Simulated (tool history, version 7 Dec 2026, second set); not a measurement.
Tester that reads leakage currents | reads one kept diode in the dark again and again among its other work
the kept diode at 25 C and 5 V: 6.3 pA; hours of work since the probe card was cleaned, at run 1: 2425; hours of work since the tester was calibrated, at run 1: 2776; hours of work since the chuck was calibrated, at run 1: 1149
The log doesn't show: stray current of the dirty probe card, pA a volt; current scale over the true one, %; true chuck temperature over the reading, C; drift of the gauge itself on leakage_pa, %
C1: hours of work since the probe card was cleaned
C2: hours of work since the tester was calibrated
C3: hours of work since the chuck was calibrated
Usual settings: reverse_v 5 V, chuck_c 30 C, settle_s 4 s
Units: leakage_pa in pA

run 1 hour=0 | reverse_v=5 chuck_c=30 settle_s=4 | C1=2425 C2=2776 C3=1149 | leakage_pa=15.9
run 2 hour=223.2 | reverse_v=5 chuck_c=30 settle_s=4 | C1=2529 C2=2881 C3=1253 | leakage_pa=16.25
run 3 hour=427.7 | reverse_v=6.98 chuck_c=30 settle_s=4 | C1=2625 C2=2976 C3=1349 | leakage_pa=21.24
run 4 hour=550.6 | reverse_v=6.98 chuck_c=30 settle_s=4 | C1=2682 C2=3034 C3=1406 | leakage_pa=21.48
run 5 hour=664.9 | reverse_v=6.98 chuck_c=30 settle_s=4 | C1=2735 C2=3087 C3=1460 | leakage_pa=21.66
run 6 hour=846.7 | reverse_v=5 chuck_c=30 settle_s=4 | C1=2820 C2=3172 C3=1544 | leakage_pa=17.11
-- hour=908.9 tester calibrated
run 7 hour=974.3 | reverse_v=5 chuck_c=30 settle_s=4 | C1=2879 C2=31 C3=1603 | leakage_pa=17.51
run 8 hour=1210.6 | reverse_v=1.39 chuck_c=30 settle_s=4 | C1=2989 C2=141 C3=1713 | leakage_pa=7.02
run 9 hour=1471.3 | reverse_v=5 chuck_c=30 settle_s=4 | C1=3111 C2=263 C3=1835 | leakage_pa=18.35
run 10 hour=1648.6 | reverse_v=5 chuck_c=30 settle_s=1.06 | C1=3194 C2=346 C3=1918 | leakage_pa=19.17
run 11 hour=1804.9 | reverse_v=5 chuck_c=30 settle_s=1.06 | C1=3267 C2=419 C3=1991 | leakage_pa=19.38
run 12 hour=1983.1 | reverse_v=5 chuck_c=30 settle_s=2.6 | C1=3350 C2=502 C3=2074 | leakage_pa=19.25
run 13 hour=2234.1 | reverse_v=5 chuck_c=30 settle_s=2.6 | C1=3468 C2=619 C3=2192 | leakage_pa=19.66
run 14 hour=2413.7 | reverse_v=5 chuck_c=30 settle_s=0.96 | C1=3552 C2=703 C3=2276 | leakage_pa=20.47
-- hour=2456.7 probe card cleaned and baked
-- hour=2543.3 chuck's temperature calibrated
run 15 hour=2623.9 | reverse_v=5 chuck_c=30 settle_s=0.96 | C1=77 C2=799 C3=38 | leakage_pa=10.55
run 16 hour=2839.8 | reverse_v=5 chuck_c=30 settle_s=4 | C1=178 C2=900 C3=139 | leakage_pa=10.21
run 17 hour=3078.9 | reverse_v=5 chuck_c=30 settle_s=4 | C1=290 C2=1012 C3=250 | leakage_pa=10.64
run 18 hour=3239.1 | reverse_v=5 chuck_c=30 settle_s=4 | C1=365 C2=1086 C3=325 | leakage_pa=10.87
run 19 hour=3458.8 | reverse_v=17.24 chuck_c=47 settle_s=1.47 | C1=467 C2=1189 C3=428 | leakage_pa=74.75
run 20 hour=3707.1 | reverse_v=1.35 chuck_c=30 settle_s=0.86 | C1=583 C2=1305 C3=544 | leakage_pa=5.25
run 21 hour=3910 | reverse_v=1.35 chuck_c=30 settle_s=0.86 | C1=678 C2=1400 C3=639 | leakage_pa=5.22
run 22 hour=4154.1 | reverse_v=5 chuck_c=56 settle_s=1.02 | C1=792 C2=1514 C3=753 | leakage_pa=63.78
run 23 hour=4358.1 | reverse_v=5.88 chuck_c=40 settle_s=0.76 | C1=887 C2=1609 C3=848 | leakage_pa=26.72
run 24 hour=4579.6 | reverse_v=1.82 chuck_c=36 settle_s=4 | C1=991 C2=1713 C3=951 | leakage_pa=9.67
run 25 hour=4694.1 | reverse_v=5 chuck_c=39 settle_s=1.63 | C1=1044 C2=1766 C3=1005 | leakage_pa=22.76
run 26 hour=4831 | reverse_v=7.44 chuck_c=34 settle_s=8.15 | C1=1108 C2=1830 C3=1069 | leakage_pa=21.56
run 27 hour=5012.1 | reverse_v=7.44 chuck_c=34 settle_s=8.15 | C1=1193 C2=1915 C3=1153 | leakage_pa=21.91

Forecast run 28:
run 28 hour=5257.8 | reverse_v=7.44 chuck_c=34 settle_s=8.15 | C1=1308 C2=2030 C3=1268 | leakage_pa=?

Run 28 gave leakage_pa 22.52 pA.
Without the tool's hidden state the same run would have given leakage_pa 16.31 pA.
